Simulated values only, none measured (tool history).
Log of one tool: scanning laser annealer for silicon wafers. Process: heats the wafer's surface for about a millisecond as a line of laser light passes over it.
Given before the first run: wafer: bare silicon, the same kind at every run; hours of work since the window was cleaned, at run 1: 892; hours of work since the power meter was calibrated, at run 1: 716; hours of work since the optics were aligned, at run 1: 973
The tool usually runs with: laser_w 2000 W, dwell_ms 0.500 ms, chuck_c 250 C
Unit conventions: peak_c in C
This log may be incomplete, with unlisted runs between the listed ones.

| run | hour | laser_w | dwell_ms | chuck_c | hours of work since the window was cleaned | hours of work since the power meter was calibrated | hours of work since the optics were aligned | peak_c |
|---|---|---|---|---|---|---|---|---|
| 1 | 0.0 | 2000 | 0.500 | 250 | 892 | 716 | 973 | 1084 |
| 2 | 31.1 | 2000 | 0.500 | 223 | 911 | 736 | 992 | 1054 |
|  | 61.7 | window over the wafer cleaned |
| 3 | 73.6 | 2000 | 0.500 | 223 | 7 | 761 | 1018 | 1056 |
| 4 | 116.2 | 2000 | 0.430 | 250 | 34 | 788 | 1044 | 1026 |
| 5 | 146.8 | 2033 | 0.430 | 250 | 53 | 807 | 1063 | 1039 |
| 6 | 169.0 | 2033 | 0.430 | 250 | 67 | 821 | 1077 | 1040 |
| 7 | 201.0 | 2033 | 0.430 | 250 | 87 | 841 | 1097 | 1038 |
| 8 | 221.3 | 2033 | 0.430 | 250 | 100 | 853 | 1110 | 1035 |
| 9 | 264.3 | 1929 | 0.360 | 239 | 127 | 880 | 1137 | 928 |
| 10 | 300.1 | 1861 | 0.414 | 253 | 149 | 903 | 1159 | 963 |
| 11 | 342.3 | 2044 | 0.619 | 282 | 176 | 929 | 1186 | 1222 |
| 12 | 359.9 | 2044 | 0.619 | 282 | 187 | 940 | 1197 | 1227 |
| 13 | 382.6 | 2000 | 0.500 | 242 | 201 | 954 | 1211 | 1078 |

Predict each of these 4 candidate next runs independently; none follows another, all start after run 13:
| A | 417.1 | 2000 | 0.573 | 234 | 222 | 976 | 1232 | ? |
| B | 417.1 | 2102 | 0.500 | 242 | 222 | 976 | 1232 | ? |
| C | 417.1 | 2168 | 0.500 | 256 | 222 | 976 | 1232 | ? |
| D | 417.1 | 2000 | 0.559 | 248 | 222 | 976 | 1232 | ? |

| run | peak_c |
|---|---|
| A | 1125 |
| B | 1117 |
| C | 1155 |
| D | 1126 |
Take away the tool's hidden state, keep each run's random variation, and the runs would have read:
| run | peak_c |
|---|---|
| A | 1126 |
| B | 1118 |
| C | 1156 |
| D | 1127 |
